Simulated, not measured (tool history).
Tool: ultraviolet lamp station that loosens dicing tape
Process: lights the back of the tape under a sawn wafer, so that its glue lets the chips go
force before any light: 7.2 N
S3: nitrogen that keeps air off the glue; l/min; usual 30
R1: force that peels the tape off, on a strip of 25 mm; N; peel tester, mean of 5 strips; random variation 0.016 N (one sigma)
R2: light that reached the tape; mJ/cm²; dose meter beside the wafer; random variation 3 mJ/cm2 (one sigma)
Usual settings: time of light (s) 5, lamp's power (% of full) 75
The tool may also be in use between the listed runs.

Run 1, hour 0.0: usual settings. Result: R1 1.962 N, R2 251 mJ/cm².
At hour 34.0: lamp changed.
Run 2, hour 71.7: usual settings. Result: R1 0.954 N, R2 407 mJ/cm².
Run 3, hour 133.7: usual settings. Result: R1 1.009 N, R2 395 mJ/cm².
Run 4, hour 193.8: usual settings but lamp's power (% of full) 74. Result: R1 1.082 N, R2 380 mJ/cm².
At hour 198.0: window cleaned of glue's vapour.
Run 5, hour 243.2: usual settings but lamp's power (% of full) 74. Result: R1 1.219 N, R2 351 mJ/cm².
Run 6, hour 286.5: usual settings but time of light (s) 3, lamp's power (% of full) 74. Result: R1 2.482 N, R2 204 mJ/cm².
Run 7, hour 322.0: usual settings but time of light (s) 3, lamp's power (% of full) 69. Result: R1 2.720 N, R2 190 mJ/cm².
Run 8, hour 379.5: usual settings but time of light (s) 6, lamp's power (% of full) 85. Result: R1 0.830 N, R2 453 mJ/cm².
Run 9, hour 448.5: usual settings but lamp's power (% of full) 80. Result: R1 1.293 N, R2 339 mJ/cm².
Run 10, hour 486.8: usual settings but lamp's power (% of full) 80. Result: R1 1.311 N, R2 334 mJ/cm².

Forecast each of these 3 alternatives for the next run:
Run A, hour 524.2: usual settings but time of light (s) 3, lamp's power (% of full) 63, S3 22 l/min. Result: R1 ?, R2 ?.
Run B, hour 524.2: usual settings but time of light (s) 9, lamp's power (% of full) 96, S3 50 l/min. Result: R1 ?, R2 ?.
Run C, hour 524.2: usual settings but S3 23 l/min. Result: R1 ?, R2 ?.

run     R1   R2
  A  3.350  151
  B  0.324  699
  C  1.678  299
Without the tool's hidden state the same runs would have given:
run     R1    R2
  A  2.295   230
  B  0.233  1057
  C  0.868   454

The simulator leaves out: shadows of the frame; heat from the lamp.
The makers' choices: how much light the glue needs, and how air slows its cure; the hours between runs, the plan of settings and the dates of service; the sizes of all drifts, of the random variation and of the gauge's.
